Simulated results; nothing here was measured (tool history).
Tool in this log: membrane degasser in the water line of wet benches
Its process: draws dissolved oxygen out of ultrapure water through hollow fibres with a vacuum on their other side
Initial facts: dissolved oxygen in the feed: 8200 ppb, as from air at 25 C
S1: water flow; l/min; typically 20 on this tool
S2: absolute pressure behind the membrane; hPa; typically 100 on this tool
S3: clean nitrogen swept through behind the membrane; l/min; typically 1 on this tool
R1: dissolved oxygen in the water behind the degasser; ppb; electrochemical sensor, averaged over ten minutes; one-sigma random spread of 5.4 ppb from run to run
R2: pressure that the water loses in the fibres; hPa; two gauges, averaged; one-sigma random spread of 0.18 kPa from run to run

| run | hour | S1 | S2 | S3 | R1 | R2 |
|---|---|---|---|---|---|---|
| 1 | 0 | 20 | 100 | 1 | 533.5 | 313.9 |
| 2 | 175.7 | 20 | 100 | 1 | 535 | 311.8 |
| 3 | 346.8 | 20 | 100 | 1 | 536.7 | 309 |
| 4 | 526.4 | 20 | 100 | 1 | 539.7 | 311.7 |
| 5 | 717.9 | 20 | 100 | 1 | 535.1 | 310 |
| 6 | 852.6 | 16 | 100 | 1 | 424.3 | 249.3 |
| 7 | 1038.6 | 16 | 100 | 1 | 419 | 251.8 |
| 8 | 1293.7 | 16 | 100 | 1 | 421.2 | 251.2 |
| 9 | 1568.6 | 20 | 100 | 1 | 546.3 | 306.6 |
| 10 | 1873 | 20 | 100 | 1 | 533.3 | 305.7 |
| 11 | 2185.9 | 20 | 100 | 1 | 532.5 | 309.5 |
| 12 | 2420.9 | 20 | 100 | 1 | 543.9 | 304.1 |
| 13 | 2670.5 | 20 | 100 | 1 | 539.4 | 308 |
| 14 | 2884.9 | 20 | 100 | 1 | 547.3 | 305.4 |
| 15 | 3057.8 | 20 | 100 | 1 | 542.2 | 304.4 |
| 16 | 3364 | 20 | 100 | 1 | 540 | 307.3 |
| 17 | 3605.5 | 20 | 100 | 0.43 | 803 | 304.4 |
| 18 | 3798.3 | 29 | 100 | 2.14 | 606.9 | 441.4 |
| 19 | 3983.3 | 29 | 100 | 2.14 | 609.9 | 442.8 |
|  | 4070.7 | vacuum gauge calibrated |
| 20 | 4285.5 | 30 | 100 | 0.44 | 1116.5 | 457.6 |
| 21 | 4423.5 | 30 | 124 | 0.9 | 972.3 | 456.1 |
| 22 | 4702.4 | 30 | 124 | 0.9 | 977.5 | 455.2 |
| 23 | 4983 | 14 | 161 | 0.4 | 954.1 | 212.9 |
| 24 | 5137.1 | 13 | 157 | 2.41 | 288.9 | 195.2 |
|  | 5294.8 | gauge calibrated |
| 25 | 5342.2 | 27 | 157 | 0.58 | 1316.9 | 418.2 |
| 26 | 5619.1 | 20 | 79 | 1 | 454.3 | 312 |
| 27 | 5932.7 | 30 | 79 | 1 | 708.4 | 468.3 |
| 28 | 6180.9 | 28 | 100 | 1.43 | 664.1 | 433.5 |
| 29 | 6393.3 | 30 | 90 | 1 | 757.9 | 462.2 |
| 30 | 6529 | 19 | 144 | 1 | 680.9 | 290.9 |
| 31 | 6746.9 | 14 | 144 | 0.87 | 534.9 | 215 |
| 32 | 7069.1 | 14 | 178 | 0.49 | 940.2 | 214.9 |

Hidden state or all else? Some run-to-run changes of R2, split into what the settings, what came in and random variation would give without the hidden state, and what is left for the hidden state (with any gauge scatter that isn't in both results):
Hidden state at play: membrane still open, %; true pressure behind the membrane over the reading, kPa; air that leaks in behind the membrane, l/min; drift of the gauge itself on oxygen_ppb, %; drift of the gauge itself on loss_of_pressure_kpa, %.
Run 17 -> 18: S1 20 -> 29, S3 0.43 -> 2.14. R2 +137 hPa: hidden state -2.9, all else +139.9.
Run 22 -> 23: S1 30 -> 14, S2 124 -> 161, S3 0.9 -> 0.4. R2 -242.3 hPa: hidden state +5.7, all else -248.
Run 24 -> 25: S1 13 -> 27, S3 2.41 -> 0.58, gauge calibrated. R2 +223 hPa: hidden state +5.9, all else +217.1.
Run 29 -> 30: S1 30 -> 19, S2 90 -> 144. R2 -171.3 hPa: hidden state +0.4, all else -171.7.
